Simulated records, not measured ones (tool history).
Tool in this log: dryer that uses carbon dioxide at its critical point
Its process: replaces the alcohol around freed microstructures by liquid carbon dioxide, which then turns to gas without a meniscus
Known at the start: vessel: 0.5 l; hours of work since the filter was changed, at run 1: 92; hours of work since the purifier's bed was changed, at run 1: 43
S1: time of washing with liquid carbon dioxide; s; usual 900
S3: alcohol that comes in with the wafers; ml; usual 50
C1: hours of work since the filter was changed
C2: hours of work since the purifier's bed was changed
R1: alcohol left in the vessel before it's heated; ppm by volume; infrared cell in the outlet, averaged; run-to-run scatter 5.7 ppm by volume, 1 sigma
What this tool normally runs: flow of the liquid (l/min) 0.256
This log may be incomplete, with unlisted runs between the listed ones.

{"run": 1, "hour": 0.0, "S1": 900, "flow of the liquid (l/min)": 0.256, "S3": 50, "C1": 92, "C2": 43, "R1": 222}
{"run": 2, "hour": 26.7, "S1": 900, "flow of the liquid (l/min)": 0.256, "S3": 39, "C1": 111, "C2": 62, "R1": 176}
{"run": 3, "hour": 47.4, "S1": 900, "flow of the liquid (l/min)": 0.256, "S3": 39, "C1": 125, "C2": 77, "R1": 184}
{"run": 4, "hour": 76.8, "S1": 900, "flow of the liquid (l/min)": 0.256, "S3": 50, "C1": 146, "C2": 98, "R1": 240}
{"run": 5, "hour": 101.5, "S1": 900, "flow of the liquid (l/min)": 0.256, "S3": 50, "C1": 164, "C2": 115, "R1": 236}
{"run": 6, "hour": 146.7, "S1": 900, "flow of the liquid (l/min)": 0.256, "S3": 50, "C1": 196, "C2": 147, "R1": 260}
{"run": 7, "hour": 172.2, "S1": 900, "flow of the liquid (l/min)": 0.256, "S3": 50, "C1": 214, "C2": 165, "R1": 256}
{"run": 8, "hour": 196.7, "S1": 900, "flow of the liquid (l/min)": 0.256, "S3": 50, "C1": 231, "C2": 183, "R1": 262}
{"run": 9, "hour": 228.8, "S1": 900, "flow of the liquid (l/min)": 0.256, "S3": 50, "C1": 254, "C2": 206, "R1": 283}
{"run": 10, "hour": 253.0, "S1": 900, "flow of the liquid (l/min)": 0.256, "S3": 50, "C1": 272, "C2": 223, "R1": 297}
{"run": 11, "hour": 279.7, "S1": 900, "flow of the liquid (l/min)": 0.256, "S3": 50, "C1": 291, "C2": 242, "R1": 295}
{"run": 12, "hour": 324.8, "S1": 900, "flow of the liquid (l/min)": 0.256, "S3": 50, "C1": 323, "C2": 274, "R1": 306}
{"run": 13, "hour": 351.5, "S1": 900, "flow of the liquid (l/min)": 0.256, "S3": 50, "C1": 342, "C2": 293, "R1": 324}
{"run": 14, "hour": 396.8, "S1": 900, "flow of the liquid (l/min)": 0.256, "S3": 50, "C1": 374, "C2": 325, "R1": 339}
{"hour": 421.3, "done": "inlet filter changed"}
{"run": 15, "hour": 421.3, "S1": 900, "flow of the liquid (l/min)": 0.256, "S3": 50, "C1": 0, "C2": 342, "R1": 193}
{"run": 16, "hour": 456.2, "S1": 900, "flow of the liquid (l/min)": 0.256, "S3": 50, "C1": 25, "C2": 367, "R1": 213}
{"run": 17, "hour": 505.2, "S1": 900, "flow of the liquid (l/min)": 0.256, "S3": 50, "C1": 60, "C2": 402, "R1": 230}
{"run": 18, "hour": 552.2, "S1": 900, "flow of the liquid (l/min)": 0.256, "S3": 50, "C1": 93, "C2": 435, "R1": 235}
{"run": 19, "hour": 596.4, "S1": 900, "flow of the liquid (l/min)": 0.256, "S3": 75, "C1": 125, "C2": 467, "R1": 353}
{"run": 20, "hour": 642.1, "S1": 900, "flow of the liquid (l/min)": 0.256, "S3": 75, "C1": 157, "C2": 499, "R1": 373}
{"run": 21, "hour": 669.9, "S1": 900, "flow of the liquid (l/min)": 0.256, "S3": 75, "C1": 177, "C2": 519, "R1": 371}
{"run": 22, "hour": 699.3, "S1": 1200, "flow of the liquid (l/min)": 0.212, "S3": 54, "C1": 198, "C2": 540, "R1": 174}
{"run": 23, "hour": 745.8, "S1": 780, "flow of the liquid (l/min)": 0.164, "S3": 39, "C1": 231, "C2": 573, "R1": 3099}
{"run": 24, "hour": 790.4, "S1": 900, "flow of the liquid (l/min)": 0.195, "S3": 50, "C1": 263, "C2": 605, "R1": 1192}
{"run": 25, "hour": 835.9, "S1": 1320, "flow of the liquid (l/min)": 0.195, "S3": 50, "C1": 295, "C2": 637, "R1": 196}
{"run": 26, "hour": 880.8, "S1": 1320, "flow of the liquid (l/min)": 0.195, "S3": 50, "C1": 327, "C2": 669, "R1": 195}
{"run": 27, "hour": 911.5, "S1": 900, "flow of the liquid (l/min)": 0.256, "S3": 82, "C1": 349, "C2": 691, "R1": 517}
{"run": 28, "hour": 943.3, "S1": 1140, "flow of the liquid (l/min)": 0.256, "S3": 86, "C1": 371, "C2": 713, "R1": 166}
{"hour": 970.7, "done": "inlet filter changed"}
{"run": 29, "hour": 991.3, "S1": 780, "flow of the liquid (l/min)": 0.199, "S3": 89, "C1": 15, "C2": 747, "R1": 2749}
{"run": 30, "hour": 1020.3, "S1": 1080, "flow of the liquid (l/min)": 0.199, "S3": 89, "C1": 35, "C2": 767, "R1": 620}
{"run": 31, "hour": 1058.8, "S1": 1020, "flow of the liquid (l/min)": 0.256, "S3": 72, "C1": 63, "C2": 795, "R1": 176}
{"run": 32, "hour": 1108.0, "S1": 1020, "flow of the liquid (l/min)": 0.241, "S3": 99, "C1": 98, "C2": 830, "R1": 343}
{"run": 33, "hour": 1135.8, "S1": 1020, "flow of the liquid (l/min)": 0.241, "S3": 99, "C1": 117, "C2": 850, "R1": 341}

Pick out some run-to-run changes in R1. Of each, how much would a tool without hidden state show as well, from the settings, what came in and chance, and how much is left for the hidden state and any gauge scatter not in both results compared?
Hidden state present: flow that reaches the vessel past the clogged filter, %; alcohol in the recycled carbon dioxide, ppm; drift of the gauge itself on alcohol_ppm, %.
Run 22 -> 23: S1 1200 -> 780, flow of the liquid (l/min) 0.212 -> 0.164, S3 54 -> 39. R1 +2925 ppm by volume: hidden state +467, all else +2458.
Run 23 -> 24: S1 780 -> 900, flow of the liquid (l/min) 0.164 -> 0.195, S3 39 -> 50. R1 -1907 ppm by volume: hidden state -219, all else -1688.
Run 24 -> 25: S1 900 -> 1320. R1 -996 ppm by volume: hidden state -226, all else -770.
Run 28 -> 29: S1 1140 -> 780, flow of the liquid (l/min) 0.256 -> 0.199, S3 86 -> 89, inlet filter changed. R1 +2583 ppm by volume: hidden state +28, all else +2555.
Run 29 -> 30: S1 780 -> 1080. R1 -2129 ppm by volume: hidden state -42, all else -2087.
